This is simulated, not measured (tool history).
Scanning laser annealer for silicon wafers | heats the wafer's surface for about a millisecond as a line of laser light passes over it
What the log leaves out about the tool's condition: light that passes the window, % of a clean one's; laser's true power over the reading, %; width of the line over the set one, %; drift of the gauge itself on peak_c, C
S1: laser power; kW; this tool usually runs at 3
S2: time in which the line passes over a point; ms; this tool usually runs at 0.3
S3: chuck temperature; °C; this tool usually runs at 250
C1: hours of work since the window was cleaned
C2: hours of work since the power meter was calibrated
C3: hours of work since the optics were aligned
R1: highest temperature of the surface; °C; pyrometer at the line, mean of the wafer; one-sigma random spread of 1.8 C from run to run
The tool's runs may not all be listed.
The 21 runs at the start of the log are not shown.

run    hour     S1     S2   S3   C1    C2    C3    R1
 22   901.3  2.635  0.293  223  264   889   928   876
 23   951.4      3    0.3  215  295   920   959   953
      995.2  -- window over the wafer cleaned
 24  1006.6      3    0.3  215    7   952   992   955
 25  1058.3  3.188   0.32  220   39   984  1024  1025
 26  1098.5      3  0.304  227   64  1009  1049   973
 27  1144.8  3.206  0.228  227   92  1038  1077   913
 28  1189.1  3.206  0.228  227  120  1065  1105   908
 29  1225.9  3.066  0.313  229  142  1088  1127  1002
 30  1253.5  3.066  0.313  229  160  1105  1144   998
 31  1295.7  3.066  0.313  229  186  1131  1170   999
 32  1344.8  2.943  0.362  230  216  1161  1201  1029
 33  1398.4  2.943  0.362  230  249  1194  1234  1028
 34  1440.9  2.943  0.362  230  275  1221  1260  1029
 35  1479.7      3  0.347  276  299  1245  1284  1074
     1516.6  -- window over the wafer cleaned
 36  1520.2      3  0.347  234    2  1268  1308  1030
 37  1567.7  3.119  0.347  234   32  1298  1337  1058
 38  1617.4  3.119  0.347  234   62  1328  1368  1057
 39  1645.9  2.955   0.22  233   80  1346  1385   857
 40  1681.6      3  0.268  240  102  1368  1407   939

Each row is a separate what-if for the run after 40, all from the same tool condition, not one after another. Results?
  A  1714.3  2.935  0.299  245  122  1388  1428   ?
  B  1714.3      3    0.3  288  122  1388  1428   ?
  C  1714.3      3  0.378  240  122  1388  1428   ?

run    R1
  A   968
  B  1026
  C  1073
Take away the tool's hidden state, keep each run's random variation, and the runs would have read:
run    R1
  A   968
  B  1026
  C  1074

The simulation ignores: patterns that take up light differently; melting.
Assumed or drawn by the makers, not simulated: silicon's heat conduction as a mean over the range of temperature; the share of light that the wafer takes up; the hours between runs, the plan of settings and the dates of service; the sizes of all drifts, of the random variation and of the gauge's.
